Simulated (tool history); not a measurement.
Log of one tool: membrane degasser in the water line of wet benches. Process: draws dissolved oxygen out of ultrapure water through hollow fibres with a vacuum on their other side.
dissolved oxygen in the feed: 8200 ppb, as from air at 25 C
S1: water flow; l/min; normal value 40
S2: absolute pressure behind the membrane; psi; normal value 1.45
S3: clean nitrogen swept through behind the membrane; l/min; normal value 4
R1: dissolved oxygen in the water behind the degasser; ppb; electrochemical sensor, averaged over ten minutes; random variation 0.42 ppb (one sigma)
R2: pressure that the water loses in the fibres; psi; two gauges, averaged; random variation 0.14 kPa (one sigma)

| run | hour | S1 | S2 | S3 | R1 | R2 |
|---|---|---|---|---|---|---|
| 1 | 0 | 40 | 1.45 | 4 | 164.4 | 4.854 |
| 2 | 69.9 | 54 | 1.45 | 4 | 222.4 | 6.58 |
| 3 | 126.6 | 33 | 1.45 | 4 | 136.3 | 3.993 |
| 4 | 249.2 | 33 | 1.45 | 4 | 136.5 | 3.991 |
| 5 | 310.4 | 40 | 1.45 | 4 | 164.9 | 4.844 |
| 6 | 364.1 | 40 | 1.45 | 4 | 164.9 | 4.905 |
| 7 | 431.7 | 40 | 1.45 | 4 | 164.9 | 4.883 |
| 8 | 503.3 | 40 | 1.45 | 4 | 165.5 | 4.866 |
| 9 | 602.7 | 40 | 1.45 | 4 | 164.8 | 4.879 |
| 10 | 655.2 | 40 | 1.45 | 4 | 165.9 | 4.857 |
| 11 | 776.2 | 40 | 1.45 | 4 | 165.8 | 4.894 |
| 12 | 831.8 | 40 | 1.45 | 4 | 165.3 | 4.854 |
| 13 | 909.4 | 40 | 1.45 | 4 | 165.7 | 4.894 |
| 14 | 962.9 | 40 | 1.45 | 4 | 166.3 | 4.907 |
| 15 | 1078.1 | 40 | 1.45 | 4 | 165.4 | 4.881 |
| 16 | 1131.7 | 40 | 1.9 | 4 | 236.2 | 4.854 |
| 17 | 1197.9 | 40 | 1.33 | 2.16 | 252.9 | 4.918 |
| 18 | 1274.6 | 40 | 1.33 | 2.16 | 254.2 | 4.924 |
| 19 | 1402.5 | 55 | 0.91 | 1.76 | 220.5 | 6.743 |
| 20 | 1461.3 | 55 | 1.03 | 1.76 | 270 | 6.736 |
| 21 | 1528.3 | 40 | 2.63 | 4 | 348.9 | 4.875 |
| 22 | 1656.5 | 63 | 2.83 | 1.69 | 1121.2 | 7.728 |
| 23 | 1735.2 | 40 | 3.54 | 2.21 | 802.5 | 4.917 |

Run 24 has not been measured yet. What should we expect?
| 24 | 1799.5 | 40 | 3.54 | 2.21 | ? | ? |

{"run 24": {"R1": 803.2, "R2": 4.914}}
Were there no unlogged condition in the tool, this run, its random variation unchanged, would have produced R1 793.4 ppb, R2 4.859 psi.
